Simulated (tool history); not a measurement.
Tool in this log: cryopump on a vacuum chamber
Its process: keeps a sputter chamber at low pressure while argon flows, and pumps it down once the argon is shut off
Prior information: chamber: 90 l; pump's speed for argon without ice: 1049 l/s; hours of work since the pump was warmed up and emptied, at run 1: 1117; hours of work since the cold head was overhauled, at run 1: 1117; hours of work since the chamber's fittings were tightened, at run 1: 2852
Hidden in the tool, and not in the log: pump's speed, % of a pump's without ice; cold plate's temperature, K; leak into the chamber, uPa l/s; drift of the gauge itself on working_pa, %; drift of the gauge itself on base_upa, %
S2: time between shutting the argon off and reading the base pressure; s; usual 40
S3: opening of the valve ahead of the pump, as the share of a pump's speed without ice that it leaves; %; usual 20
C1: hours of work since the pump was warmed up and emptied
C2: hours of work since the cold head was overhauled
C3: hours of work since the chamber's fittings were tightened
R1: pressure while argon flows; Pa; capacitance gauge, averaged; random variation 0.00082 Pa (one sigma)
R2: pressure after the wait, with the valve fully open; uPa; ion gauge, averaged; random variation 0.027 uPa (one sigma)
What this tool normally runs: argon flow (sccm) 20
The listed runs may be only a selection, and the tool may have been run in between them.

Run 1, hour 0: usual settings; C1 1117; C2 1117; C3 2852. Result: R1 0.1751 Pa, R2 5.19 uPa.
Run 2, hour 24.3: usual settings; C1 1131; C2 1131; C3 2865. Result: R1 0.1746 Pa, R2 5.45 uPa.
At hour 37.4: pump warmed up, emptied and cooled again.
Run 3, hour 76.8: usual settings; C1 22; C2 1157; C3 2891. Result: R1 0.1625 Pa, R2 3.99 uPa.
Run 4, hour 121.6: usual settings but argon flow (sccm) 9; C1 46; C2 1181; C3 2916. Result: R1 0.0724 Pa, R2 4.18 uPa.
Run 5, hour 149.4: usual settings but argon flow (sccm) 9; C1 61; C2 1196; C3 2931. Result: R1 0.0734 Pa, R2 3.93 uPa.
Run 6, hour 183.2: usual settings but argon flow (sccm) 9; C1 80; C2 1215; C3 2949. Result: R1 0.073 Pa, R2 4.13 uPa.
Run 7, hour 216.1: usual settings but argon flow (sccm) 9; C1 98; C2 1233; C3 2967. Result: R1 0.0727 Pa, R2 4.17 uPa.
Run 8, hour 265.5: usual settings; C1 125; C2 1260; C3 2994. Result: R1 0.1617 Pa, R2 4.22 uPa.
At hour 287.1: leaking fittings of the chamber tightened, without venting.
Run 9, hour 294.6: usual settings; C1 139; C2 1275; C3 4. Result: R1 0.1623 Pa, R2 1.35 uPa.
Run 10, hour 329.4: usual settings; C1 159; C2 1294; C3 23. Result: R1 0.1629 Pa, R2 1.29 uPa.
Run 11, hour 368.6: usual settings but argon flow (sccm) 37, S2 218 s; C1 180; C2 1315; C3 45. Result: R1 0.3017 Pa, R2 0.61 uPa.
Run 12, hour 416.8: usual settings but argon flow (sccm) 9, S3 30 %; C1 206; C2 1341; C3 71. Result: R1 0.0494 Pa, R2 1.41 uPa.
Run 13, hour 448.6: usual settings but argon flow (sccm) 9, S3 30 %; C1 224; C2 1359; C3 88. Result: R1 0.0486 Pa, R2 1.42 uPa.
Run 14, hour 481.5: usual settings but argon flow (sccm) 9, S3 30 %; C1 242; C2 1377; C3 106. Result: R1 0.0496 Pa, R2 1.46 uPa.
Run 15, hour 514.7: usual settings but argon flow (sccm) 8, S2 219 s, S3 25 %; C1 260; C2 1395; C3 124. Result: R1 0.0532 Pa, R2 0.69 uPa.
Run 16, hour 563.1: usual settings but S2 32 s, S3 16 %; C1 286; C2 1421; C3 151. Result: R1 0.2026 Pa, R2 1.73 uPa.
Run 17, hour 609.3: usual settings but S2 43 s, S3 16 %; C1 311; C2 1447; C3 176. Result: R1 0.2046 Pa, R2 1.44 uPa.
Run 18, hour 659: usual settings but S2 43 s, S3 16 %; C1 339; C2 1474; C3 203. Result: R1 0.2053 Pa, R2 1.52 uPa.
Run 19, hour 705.5: usual settings but S2 43 s, S3 16 %; C1 364; C2 1499; C3 229. Result: R1 0.2064 Pa, R2 1.55 uPa.

Consider 5 possible next runs. They are alternatives, not a sequence: every one starts from the tool as it was left by run 19. What does each give?
Run A, hour 750.2: usual settings but argon flow (sccm) 37, S2 39 s, S3 23 %; C1 388; C2 1524; C3 253. Result: R1 ?, R2 ?.
Run B, hour 750.2: usual settings but S3 29 %; C1 388; C2 1524; C3 253. Result: R1 ?, R2 ?.
Run C, hour 750.2: usual settings but argon flow (sccm) 30, S2 171 s, S3 50 %; C1 388; C2 1524; C3 253. Result: R1 ?, R2 ?.
Run D, hour 750.2: usual settings but S2 56 s, S3 25 %; C1 388; C2 1524; C3 253. Result: R1 ?, R2 ?.
Run E, hour 750.2: usual settings but S2 60 s; C1 388; C2 1524; C3 253. Result: R1 ?, R2 ?.

run      R1    R2
  A  0.2683   1.6
  B  0.1147   1.6
  C  0.1029  0.85
  D  0.1322  1.36
  E  0.1657  1.29
The same runs, with their run-to-run variation unchanged, on a tool lacking any hidden condition would have given:
run      R1    R2
  A  0.2613  1.25
  B  0.1109  1.25
  C  0.0972   0.5
  D  0.1285     1
  E   0.162  0.94

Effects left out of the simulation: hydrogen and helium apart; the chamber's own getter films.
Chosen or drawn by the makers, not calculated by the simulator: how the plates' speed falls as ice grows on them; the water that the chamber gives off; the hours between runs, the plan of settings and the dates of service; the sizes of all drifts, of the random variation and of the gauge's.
